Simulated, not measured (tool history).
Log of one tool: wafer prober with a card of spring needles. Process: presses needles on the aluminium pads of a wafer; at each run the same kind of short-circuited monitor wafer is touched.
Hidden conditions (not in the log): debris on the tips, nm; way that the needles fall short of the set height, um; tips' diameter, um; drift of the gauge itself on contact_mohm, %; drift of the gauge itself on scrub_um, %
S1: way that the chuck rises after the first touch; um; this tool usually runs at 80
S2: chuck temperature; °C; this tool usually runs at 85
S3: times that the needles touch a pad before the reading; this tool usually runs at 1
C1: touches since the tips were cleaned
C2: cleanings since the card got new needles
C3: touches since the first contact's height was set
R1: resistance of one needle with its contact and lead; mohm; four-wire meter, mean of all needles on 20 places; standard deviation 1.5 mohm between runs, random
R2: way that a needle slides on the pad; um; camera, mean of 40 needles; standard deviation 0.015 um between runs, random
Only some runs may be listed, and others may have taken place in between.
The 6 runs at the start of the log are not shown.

run     day  S1   S2  S3    C1  C2     C3   R1     R2
      2.433  -- tips cleaned on abrasive film
  7   2.738  80   41   1  4586  34  23876  135  20.98
      2.804  -- tips cleaned on abrasive film
      3.179  -- tips cleaned on abrasive film
  8   3.442  80   97   1  3980  36  34439  151  20.96
      3.533  -- tips cleaned on abrasive film
      3.892  -- tips cleaned on abrasive film
  9   4.146  80   97   1  3895  38  45039  147  20.97
      4.267  -- tips cleaned on abrasive film
      4.633  -- tips cleaned on abrasive film
 10   4.846  80   85   2  3275  40  55553  146  20.96
      5.004  -- tips cleaned on abrasive film
      5.238  -- height of the first contact set anew
      5.375  -- tips cleaned on abrasive film
 11   5.438  80  122   1   999  42   2976  152  21.02
      5.729  -- tips cleaned on abrasive film
 12   5.979  80  122   1  3809  43  11089  154  21.01
      6.083  -- tips cleaned on abrasive film
      6.479  -- tips cleaned on abrasive film
 13   6.675  80   50   1  2960  45  21527  141  21.01
      6.858  -- tips cleaned on abrasive film
 14   7.004  80   85   2  2183  46  26468  147  20.98
      7.233  -- tips cleaned on abrasive film
      7.638  -- tips cleaned on abrasive film
 15   7.679  80   85   2   625  48  36600  146  20.97
      8.008  -- tips cleaned on abrasive film
      8.367  -- tips cleaned on abrasive film
 16   8.429  80   85   2   905  50  47832  148  20.97
      8.733  -- tips cleaned on abrasive film
 17   8.854  81   34   2  1832  51  54265  137  21.24
      9.104  -- tips cleaned on abrasive film
 18    9.25  82   35   1  2255  52  60226  138  21.48
      9.333  -- height of the first contact set anew
      9.504  -- tips cleaned on abrasive film
      9.867  -- tips cleaned on abrasive film
 19   9.958  83   85   1  1398  54   9347  144  21.75
     10.217  -- tips cleaned on abrasive film
 20  10.538  68   26   1  4889  55  18085  140  17.86
     10.608  -- tips cleaned on abrasive film
 21  10.862  99  104   1  3864  56  22987  143  25.96
     11.008  -- tips cleaned on abrasive film
 22  11.304  80   44   1  4490  57  29605  139  20.97
     11.383  -- tips cleaned on abrasive film
     11.758  -- tips cleaned on abrasive film
 23  11.979  80   44   1  3356  59  39725  141  20.97
     12.108  -- tips cleaned on abrasive film
      12.45  -- tips cleaned on abrasive film
 24  12.496  80   26   3   652  61  47420  133  20.94
     12.838  -- tips cleaned on abrasive film
     13.212  -- tips cleaned on abrasive film
 25  13.221  80   26   3   155  63  58325  133     21
     13.438  -- height of the first contact set anew
 26  13.546  84   28   2  4888  63   1621  134  22.05
     13.579  -- tips cleaned on abrasive film
     13.921  -- tips cleaned on abrasive film
 27  13.967  97   33   1   648  65   7870  133  25.43
     14.288  -- tips cleaned on abrasive film
     14.629  -- tips cleaned on abrasive film
 28  14.658  97   33   1   463  67  18284  135  25.43
     14.983  -- tips cleaned on abrasive film
     15.333  -- tips cleaned on abrasive film
 29  15.333  97   70   2     0  69  28410  138  25.45
     15.679  -- tips cleaned on abrasive film
     16.042  -- tips cleaned on abrasive film
 30  16.042  66   82   1     0  71  39014  150   17.3
       16.4  -- tips cleaned on abrasive film
 31  16.558  72   35   2  2389  72  46770  140  18.92

Forecast each of these 4 alternatives for the next run:
     16.771  -- tips cleaned on abrasive film
  A  16.896  72  92   1  1886  73  51845   ?   ?
     16.771  -- tips cleaned on abrasive film
  B  16.896  62  35   2  1886  73  51845   ?   ?
     16.771  -- tips cleaned on abrasive film
  C  16.896  72  35   1  1886  73  51845   ?   ?
     16.771  -- tips cleaned on abrasive film
  D  16.896  68  79   1  1886  73  51845   ?   ?

run   R1     R2
  A  150  18.89
  B  143  16.24
  C  140  18.88
  D  148  17.83
What these runs would have given with no unlogged condition in the tool:
run   R1     R2
  A  150  18.89
  B  142  16.24
  C  139  18.88
  D  148  17.83
